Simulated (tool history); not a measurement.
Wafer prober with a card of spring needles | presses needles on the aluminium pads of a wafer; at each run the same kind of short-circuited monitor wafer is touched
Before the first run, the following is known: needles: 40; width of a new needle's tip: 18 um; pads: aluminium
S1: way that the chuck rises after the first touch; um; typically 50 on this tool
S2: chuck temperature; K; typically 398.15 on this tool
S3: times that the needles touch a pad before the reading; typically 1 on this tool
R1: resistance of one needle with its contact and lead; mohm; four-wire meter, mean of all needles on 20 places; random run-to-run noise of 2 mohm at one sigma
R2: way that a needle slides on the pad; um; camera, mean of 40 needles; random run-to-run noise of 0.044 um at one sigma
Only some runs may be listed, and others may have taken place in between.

{"run": 1, "hour": 0.0, "S1": 50, "S2": 398.15, "S3": 1, "R1": 247, "R2": 8.58}
{"hour": 6.1, "done": "tips cleaned on abrasive film"}
{"run": 2, "hour": 18.5, "S1": 50, "S2": 398.15, "S3": 1, "R1": 247, "R2": 8.61}
{"hour": 26.2, "done": "tips cleaned on abrasive film"}
{"hour": 44.0, "done": "tips cleaned on abrasive film"}
{"run": 3, "hour": 44.3, "S1": 50, "S2": 303.15, "S3": 1, "R1": 207, "R2": 8.61}
{"hour": 64.0, "done": "tips cleaned on abrasive film"}
{"run": 4, "hour": 73.8, "S1": 50, "S2": 303.15, "S3": 1, "R1": 230, "R2": 8.57}
{"hour": 83.1, "done": "tips cleaned on abrasive film"}
{"run": 5, "hour": 100.0, "S1": 50, "S2": 303.15, "S3": 1, "R1": 233, "R2": 8.55}
{"hour": 102.7, "done": "tips cleaned on abrasive film"}
{"hour": 121.9, "done": "tips cleaned on abrasive film"}
{"run": 6, "hour": 122.6, "S1": 50, "S2": 303.15, "S3": 1, "R1": 207, "R2": 8.48}
{"hour": 139.8, "done": "tips cleaned on abrasive film"}
{"run": 7, "hour": 152.3, "S1": 50, "S2": 303.15, "S3": 1, "R1": 231, "R2": 8.53}
{"hour": 160.0, "done": "tips cleaned on abrasive film"}
{"hour": 177.8, "done": "tips cleaned on abrasive film"}
{"run": 8, "hour": 182.3, "S1": 50, "S2": 303.15, "S3": 1, "R1": 216, "R2": 8.5}
{"hour": 196.1, "done": "tips cleaned on abrasive film"}
{"run": 9, "hour": 203.6, "S1": 50, "S2": 398.15, "S3": 1, "R1": 240, "R2": 8.39}
{"hour": 215.7, "done": "tips cleaned on abrasive film"}
{"run": 10, "hour": 230.9, "S1": 50, "S2": 398.15, "S3": 2, "R1": 244, "R2": 8.46}
{"hour": 234.7, "done": "tips cleaned on abrasive film"}
{"run": 11, "hour": 248.9, "S1": 50, "S2": 398.15, "S3": 1, "R1": 250, "R2": 8.42}
{"hour": 253.2, "done": "tips cleaned on abrasive film"}
{"run": 12, "hour": 267.0, "S1": 50, "S2": 398.15, "S3": 1, "R1": 252, "R2": 8.44}
{"hour": 271.0, "done": "tips cleaned on abrasive film"}
{"run": 13, "hour": 288.3, "S1": 50, "S2": 398.15, "S3": 1, "R1": 254, "R2": 8.43}
{"hour": 290.8, "done": "tips cleaned on abrasive film"}
{"run": 14, "hour": 302.3, "S1": 50, "S2": 398.15, "S3": 1, "R1": 245, "R2": 8.36}
{"hour": 310.0, "done": "tips cleaned on abrasive film"}
{"run": 15, "hour": 316.7, "S1": 50, "S2": 398.15, "S3": 1, "R1": 243, "R2": 8.4}
{"hour": 328.3, "done": "tips cleaned on abrasive film"}
{"run": 16, "hour": 341.0, "S1": 66, "S2": 318.15, "S3": 1, "R1": 218, "R2": 11.11}
{"hour": 347.1, "done": "tips cleaned on abrasive film"}
{"hour": 365.8, "done": "tips cleaned on abrasive film"}
{"run": 17, "hour": 370.4, "S1": 66, "S2": 318.15, "S3": 1, "R1": 212, "R2": 11.2}
{"hour": 384.7, "done": "tips cleaned on abrasive film"}
{"hour": 396.0, "done": "height of the first contact set anew"}
{"run": 18, "hour": 396.0, "S1": 66, "S2": 318.15, "S3": 1, "R1": 221, "R2": 11.58}
{"hour": 404.3, "done": "tips cleaned on abrasive film"}
{"run": 19, "hour": 410.8, "S1": 62, "S2": 393.15, "S3": 3, "R1": 221, "R2": 10.92}
{"hour": 422.9, "done": "tips cleaned on abrasive film"}
{"run": 20, "hour": 439.6, "S1": 39, "S2": 366.15, "S3": 1, "R1": 272, "R2": 6.84}
{"hour": 441.0, "done": "tips cleaned on abrasive film"}
{"hour": 459.8, "done": "tips cleaned on abrasive film"}
{"run": 21, "hour": 469.5, "S1": 51, "S2": 387.15, "S3": 1, "R1": 243, "R2": 8.97}
{"hour": 478.5, "done": "tips cleaned on abrasive film"}
{"hour": 497.9, "done": "tips cleaned on abrasive film"}
{"run": 22, "hour": 500.4, "S1": 39, "S2": 335.15, "S3": 1, "R1": 223, "R2": 6.75}
{"hour": 515.9, "done": "tips cleaned on abrasive film"}
{"run": 23, "hour": 515.9, "S1": 60, "S2": 307.15, "S3": 2, "R1": 200, "R2": 10.42}
{"hour": 534.3, "done": "tips cleaned on abrasive film"}
{"run": 24, "hour": 535.9, "S1": 35, "S2": 303.15, "S3": 3, "R1": 214, "R2": 6.06}
{"hour": 552.8, "done": "tips cleaned on abrasive film"}
{"run": 25, "hour": 552.8, "S1": 45, "S2": 336.15, "S3": 1, "R1": 213, "R2": 7.84}
{"hour": 570.8, "done": "tips cleaned on abrasive film"}
{"run": 26, "hour": 577.7, "S1": 45, "S2": 336.15, "S3": 1, "R1": 236, "R2": 7.82}
{"hour": 590.5, "done": "tips cleaned on abrasive film"}
{"hour": 608.3, "done": "tips cleaned on abrasive film"}
{"run": 27, "hour": 608.5, "S1": 37, "S2": 336.15, "S3": 1, "R1": 221, "R2": 6.26}
{"hour": 626.1, "done": "tips cleaned on abrasive film"}
{"run": 28, "hour": 626.9, "S1": 37, "S2": 352.15, "S3": 2, "R1": 221, "R2": 6.28}
{"hour": 645.5, "done": "tips cleaned on abrasive film"}
{"run": 29, "hour": 654.9, "S1": 34, "S2": 355.15, "S3": 3, "R1": 237, "R2": 5.79}

Consider 3 possible next runs. They are alternatives, not a sequence: every one starts from the tool as it was left by run 29. What does each give?
{"hour": 664.7, "done": "tips cleaned on abrasive film"}
{"run": "A", "hour": 675.5, "S1": 55, "S2": 398.15, "S3": 3, "R1": "?", "R2": "?"}
{"hour": 664.7, "done": "tips cleaned on abrasive film"}
{"run": "B", "hour": 675.5, "S1": 55, "S2": 384.15, "S3": 1, "R1": "?", "R2": "?"}
{"hour": 664.7, "done": "tips cleaned on abrasive film"}
{"run": "C", "hour": 675.5, "S1": 57, "S2": 341.15, "S3": 2, "R1": "?", "R2": "?"}

run=A R1=226 R2=9.53
run=B R1=242 R2=9.46
run=C R1=218 R2=9.78
With no hidden state in the tool, these same runs would have given:
run=A R1=216 R2=9.74
run=B R1=216 R2=9.68
run=C R1=202 R2=10.00
